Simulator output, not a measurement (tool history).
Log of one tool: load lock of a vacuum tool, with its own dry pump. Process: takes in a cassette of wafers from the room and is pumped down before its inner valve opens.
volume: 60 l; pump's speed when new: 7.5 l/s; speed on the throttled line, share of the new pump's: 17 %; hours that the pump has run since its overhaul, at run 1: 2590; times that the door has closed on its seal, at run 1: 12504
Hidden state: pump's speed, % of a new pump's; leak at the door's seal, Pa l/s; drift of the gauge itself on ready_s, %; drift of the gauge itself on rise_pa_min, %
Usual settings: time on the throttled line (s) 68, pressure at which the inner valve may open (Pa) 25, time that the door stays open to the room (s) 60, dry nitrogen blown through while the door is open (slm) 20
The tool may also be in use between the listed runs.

run	hour	time on the throttled line (s)	pressure at which the inner valve may open (Pa)	time that the door stays open to the room (s)	dry nitrogen blown through while the door is open (slm)	hours that the pump has run since its overhaul	times that the door has closed on its seal	incoming humidity of the room's air, %	time from the closed door until the inner valve may open (s)	rise of the pressure with all valves shut (Pa/min)
1	0	68	25	60	20	2590	12504	45.1	125.3	0.227
2	72.6	68	25	60	20	2663	12777	45.1	125.4	0.229
3	141.2	68	25	60	20	2731	13034	44	124.1	0.234
4	198.4	68	25	60	20	2789	13249	43	126	0.241
5	292.5	68	25	60	20	2883	13601	45	125.6	0.246
6	389.1	68	25	60	20	2979	13964	42.5	125.2	0.258
7	433.8	68	25	60	20	3024	14131	48.5	125.4	0.267
8	485.1	68	25	60	20	3075	14324	45	124.2	0.268
9	547.7	68	25	37	20	3138	14558	45.2	124.6	0.272
10	653.3	68	41	60	20	3244	14955	44.6	121.9	0.289
11	716.1	68	41	60	20	3306	15190	47.6	122.4	0.297
12	770.2	68	41	32	20	3360	15393	45.1	121.4	0.299
13	863.9	68	41	32	20	3454	15744	46.1	122.6	0.304
14	948.3	68	41	32	20	3539	16061	44.9	120.4	0.312
15	1040.7	68	41	32	20	3631	16407	47.5	121.5	0.333
16	1120.3	68	41	32	20	3711	16706	44.4	123	0.345
17	1188	68	41	32	20	3778	16960	45.4	120.8	0.341
18	1255.6	68	41	32	20	3846	17213	42	121.1	0.339
19	1322.9	68	18	32	20	3913	17466	48.5	128.6	0.362
20	1420.2	68	18	32	20	4010	17830	43.1	128.9	0.367
21	1489.2	68	49	60	20	4079	18089	41	120.2	0.389
22	1535.1	68	25	53	23	4125	18262	49.8	124.8	0.401
23	1605.4	68	20	61	23	4196	18525	42	128.7	0.399

The next listed run, before its measurement:
24	1680.3	68	20	61	23	4271	18806	48.3	?	?

time from the closed door until the inner valve may open (s): 128.5
rise of the pressure with all valves shut (Pa/min): 0.413
Without the tool's hidden state the same run would have given time from the closed door until the inner valve may open (s) 125.3, rise of the pressure with all valves shut (Pa/min) 0.038.

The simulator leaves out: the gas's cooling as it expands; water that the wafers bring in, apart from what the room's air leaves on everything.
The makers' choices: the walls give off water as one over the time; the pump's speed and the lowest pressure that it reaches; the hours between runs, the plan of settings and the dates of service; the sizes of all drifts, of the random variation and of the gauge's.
